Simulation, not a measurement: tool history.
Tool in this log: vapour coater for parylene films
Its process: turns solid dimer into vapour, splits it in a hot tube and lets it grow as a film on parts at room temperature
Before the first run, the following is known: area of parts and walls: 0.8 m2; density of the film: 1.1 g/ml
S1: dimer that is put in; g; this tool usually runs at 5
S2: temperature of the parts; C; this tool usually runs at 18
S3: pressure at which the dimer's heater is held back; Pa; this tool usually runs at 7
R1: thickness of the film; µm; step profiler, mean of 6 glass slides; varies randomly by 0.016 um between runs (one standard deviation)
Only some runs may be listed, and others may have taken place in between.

Run 1, hour 0: usual settings. Result: R1 3.38 µm.
Run 2, hour 9.7: usual settings. Result: R1 3.4 µm.
Run 3, hour 23: usual settings. Result: R1 3.35 µm.
Run 4, hour 33.6: usual settings. Result: R1 3.38 µm.
At hour 38.2: trap's valve overhauled.
Run 5, hour 44.6: usual settings. Result: R1 3.35 µm.
Run 6, hour 52.3: usual settings. Result: R1 3.36 µm.
Run 7, hour 58.4: usual settings but S2 20 C, S3 10.82 Pa. Result: R1 2.95 µm.
Run 8, hour 66.8: usual settings but S2 20 C, S3 10.82 Pa. Result: R1 2.97 µm.
At hour 76: trap's valve overhauled, once more.
Run 9, hour 84.1: usual settings but S1 7 g, S2 11 C, S3 3.64 Pa. Result: R1 6.48 µm.
Run 10, hour 98.8: usual settings but S1 3 g, S2 11 C, S3 3.64 Pa. Result: R1 2.79 µm.
Run 11, hour 107.8: usual settings but S1 3 g, S2 11 C, S3 3.64 Pa. Result: R1 2.78 µm.
Run 12, hour 122.8: usual settings but S2 28 C, S3 6.33 Pa. Result: R1 2.82 µm.

Had the tool no unlogged condition, and each run kept its random variation, what would the results have been?
Unlogged tool condition in this case: vapour lost through the trap's worn valve, %; true temperature of the parts over the reading, C; drift of the gauge itself on film_um, %.
run    R1
  1  3.51
  2  3.53
  3  3.47
  4  3.51
  5   3.5
  6  3.51
  7  3.09
  8  3.11
  9  6.49
 10  2.79
 11  2.78
 12  2.82

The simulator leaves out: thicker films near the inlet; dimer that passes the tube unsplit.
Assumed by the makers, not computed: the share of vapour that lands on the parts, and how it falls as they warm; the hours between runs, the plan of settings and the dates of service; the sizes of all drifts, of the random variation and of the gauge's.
